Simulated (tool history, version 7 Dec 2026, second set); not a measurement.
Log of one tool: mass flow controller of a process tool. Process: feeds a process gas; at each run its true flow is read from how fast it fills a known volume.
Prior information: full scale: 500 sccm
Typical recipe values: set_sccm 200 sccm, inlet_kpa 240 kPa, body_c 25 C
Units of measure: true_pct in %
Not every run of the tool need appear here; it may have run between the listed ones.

Run 1, hour 0.0: usual settings. Result: true_pct 98.32 %.
Run 2, hour 148.0: usual settings. Result: true_pct 98.28 %.
Run 3, hour 332.3: usual settings. Result: true_pct 98.31 %.
Run 4, hour 560.8: usual settings but body_c 33 C. Result: true_pct 98.94 %.
Run 5, hour 839.7: usual settings. Result: true_pct 98.33 %.
Run 6, hour 1059.8: usual settings. Result: true_pct 98.32 %.
Run 7, hour 1286.2: usual settings. Result: true_pct 98.39 %.
Run 8, hour 1530.2: usual settings. Result: true_pct 98.42 %.
Run 9, hour 1767.7: usual settings. Result: true_pct 98.43 %.
Run 10, hour 2054.3: usual settings but inlet_kpa 177 kPa. Result: true_pct 98.08 %.
Run 11, hour 2206.1: usual settings but inlet_kpa 177 kPa. Result: true_pct 98.13 %.
Run 12, hour 2442.4: usual settings but inlet_kpa 177 kPa. Result: true_pct 98.00 %.
Run 13, hour 2641.9: usual settings. Result: true_pct 98.34 %.
Run 14, hour 2830.7: usual settings. Result: true_pct 98.31 %.
Run 15, hour 3055.3: usual settings. Result: true_pct 98.22 %.
Run 16, hour 3311.6: usual settings. Result: true_pct 98.60 %.
Run 17, hour 3546.2: usual settings but body_c 30 C. Result: true_pct 98.73 %.
Run 18, hour 3759.1: usual settings but set_sccm 457 sccm, body_c 30 C. Result: true_pct 100.20 %.
Run 19, hour 3991.9: usual settings. Result: true_pct 98.33 %.
Run 20, hour 4117.4: usual settings. Result: true_pct 98.30 %.
Run 21, hour 4380.3: usual settings but set_sccm 66 sccm, inlet_kpa 192 kPa, body_c 39 C. Result: true_pct 98.22 %.
Run 22, hour 4616.7: usual settings but set_sccm 279 sccm, body_c 21 C. Result: true_pct 98.52 %.
Run 23, hour 4742.3: usual settings but set_sccm 279 sccm, body_c 21 C. Result: true_pct 98.65 %.
Run 24, hour 5038.9: usual settings but set_sccm 96 sccm, inlet_kpa 155 kPa. Result: true_pct 97.39 %.
Run 25, hour 5188.5: usual settings but set_sccm 132 sccm, inlet_kpa 143 kPa. Result: true_pct 97.50 %.
Run 26, hour 5369.8: usual settings but set_sccm 63 sccm, inlet_kpa 217 kPa, body_c 24 C. Result: true_pct 97.38 %.
Run 27, hour 5624.1: usual settings but set_sccm 222 sccm, inlet_kpa 161 kPa, body_c 28 C. Result: true_pct 98.23 %.
Run 28, hour 5758.4: usual settings but set_sccm 222 sccm, inlet_kpa 161 kPa, body_c 28 C. Result: true_pct 98.24 %.
Run 29, hour 5971.7: usual settings but set_sccm 222 sccm, inlet_kpa 161 kPa, body_c 28 C. Result: true_pct 98.44 %.
Run 30, hour 6253.9: usual settings but set_sccm 428 sccm. Result: true_pct 99.78 %.
Run 31, hour 6429.2: usual settings but set_sccm 131 sccm, inlet_kpa 172 kPa, body_c 39 C. Result: true_pct 98.54 %.
Run 32, hour 6722.2: usual settings but set_sccm 222 sccm, inlet_kpa 164 kPa, body_c 20 C. Result: true_pct 97.74 %.
Run 33, hour 7007.9: usual settings but set_sccm 222 sccm, inlet_kpa 164 kPa, body_c 20 C. Result: true_pct 97.74 %.
Run 34, hour 7235.4: usual settings but set_sccm 222 sccm, inlet_kpa 265 kPa, body_c 31 C. Result: true_pct 99.11 %.
Run 35, hour 7462.2: usual settings but set_sccm 222 sccm, inlet_kpa 265 kPa, body_c 31 C. Result: true_pct 99.11 %.
Run 36, hour 7682.9: usual settings but inlet_kpa 168 kPa, body_c 38 C. Result: true_pct 98.81 %.
Run 37, hour 7854.2: usual settings but inlet_kpa 168 kPa, body_c 38 C. Result: true_pct 98.80 %.
Run 38, hour 8121.6: usual settings but set_sccm 135 sccm, inlet_kpa 183 kPa, body_c 33 C. Result: true_pct 98.19 %.
Run 39, hour 8407.7: usual settings but set_sccm 135 sccm, inlet_kpa 183 kPa, body_c 33 C. Result: true_pct 98.16 %.

The next listed run, before its measurement:
Run 40, hour 8589.0: usual settings but body_c 33 C. Result: true_pct ?.

true_pct: 98.93 %
Take away the tool's hidden state, keep the run-to-run variation as it was, and the same run would have given true_pct 98.94 %.
